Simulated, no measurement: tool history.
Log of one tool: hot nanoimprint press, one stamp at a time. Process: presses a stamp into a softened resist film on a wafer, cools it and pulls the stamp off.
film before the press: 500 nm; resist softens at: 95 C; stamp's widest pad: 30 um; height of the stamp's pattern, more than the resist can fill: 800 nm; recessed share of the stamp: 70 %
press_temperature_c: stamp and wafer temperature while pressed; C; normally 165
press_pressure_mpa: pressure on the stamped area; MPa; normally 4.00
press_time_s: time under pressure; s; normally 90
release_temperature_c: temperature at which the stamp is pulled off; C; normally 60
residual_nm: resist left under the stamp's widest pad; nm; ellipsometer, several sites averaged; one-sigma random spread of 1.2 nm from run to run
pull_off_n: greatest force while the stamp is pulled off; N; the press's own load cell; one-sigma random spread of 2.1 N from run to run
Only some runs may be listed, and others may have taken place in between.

run	hour	press_temperature_c	press_pressure_mpa	press_time_s	release_temperature_c	residual_nm	pull_off_n
1	0.0	165	4.00	90	60	234.5	184
2	31.9	165	4.00	90	60	233.7	184
3	58.8	165	4.00	90	60	233.0	187
4	85.3	165	4.00	90	60	234.0	187
5	111.9	165	4.00	90	60	234.9	187
6	126.6	165	4.00	90	60	236.5	189
7	148.4	165	4.00	90	60	234.8	183
8	169.2	165	4.00	117	60	213.9	185
9	201.1	166	4.00	117	60	207.1	187
10	217.1	165	5.83	90	60	187.7	188
11	231.1	165	4.00	90	60	236.3	186
12	257.9	165	4.00	90	60	234.5	185
13	298.0	162	4.00	90	60	258.5	185
14	313.4	162	4.00	90	60	255.6	190
15	345.0	162	4.00	90	60	261.5	188
16	376.3	162	4.00	90	60	260.3	187
17	398.7	162	4.96	52	48	270.2	247
18	415.3	176	4.96	52	60	176.6	186
19	436.7	155	4.00	90	56	322.8	204
20	461.9	171	4.64	112	56	164.5	209
21	489.1	176	4.00	90	49	166.3	244
22	517.8	169	4.00	90	49	206.5	240
23	538.9	162	4.19	90	49	250.3	241
24	553.1	165	4.00	161	60	195.2	187
25	568.4	167	4.00	51	58	261.0	199
26	597.2	167	5.75	51	58	212.8	196
27	613.2	173	4.09	90	49	180.7	243
28	634.0	173	4.55	90	49	167.4	243
29	665.3	163	4.55	61	49	262.7	237

Put back what was entered between runs (4 entries, withheld): which listed runs does each sit between, and how does the hidden state differ from the listed run before to the listed run after?
From run 7 to run 8: stamp cleaned and given a new release coat (hour 168.7)
  pressure that arrives at the usual setting, %: 99.91 -> 99.9; grip of the stamp's worn release coat, % over a new coat's: 0.5 -> 0
From run 12 to run 13: press's hydraulic seals changed and the load cell set to zero (hour 284.6)
  true temperature over the reading, C: -0.06 -> -0.07; pressure that arrives at the usual setting, %: 99.9 -> 99.98; grip of the stamp's worn release coat, % over a new coat's: 0.1 -> 0.2
From run 18 to run 19: plate thermocouple calibrated (hour 429.4)
  true temperature over the reading, C: -0.08 -> 0.01
From run 21 to run 22: stamp cleaned and given a new release coat (hour 513.1)
  grip of the stamp's worn release coat, % over a new coat's: 0.5 -> 0

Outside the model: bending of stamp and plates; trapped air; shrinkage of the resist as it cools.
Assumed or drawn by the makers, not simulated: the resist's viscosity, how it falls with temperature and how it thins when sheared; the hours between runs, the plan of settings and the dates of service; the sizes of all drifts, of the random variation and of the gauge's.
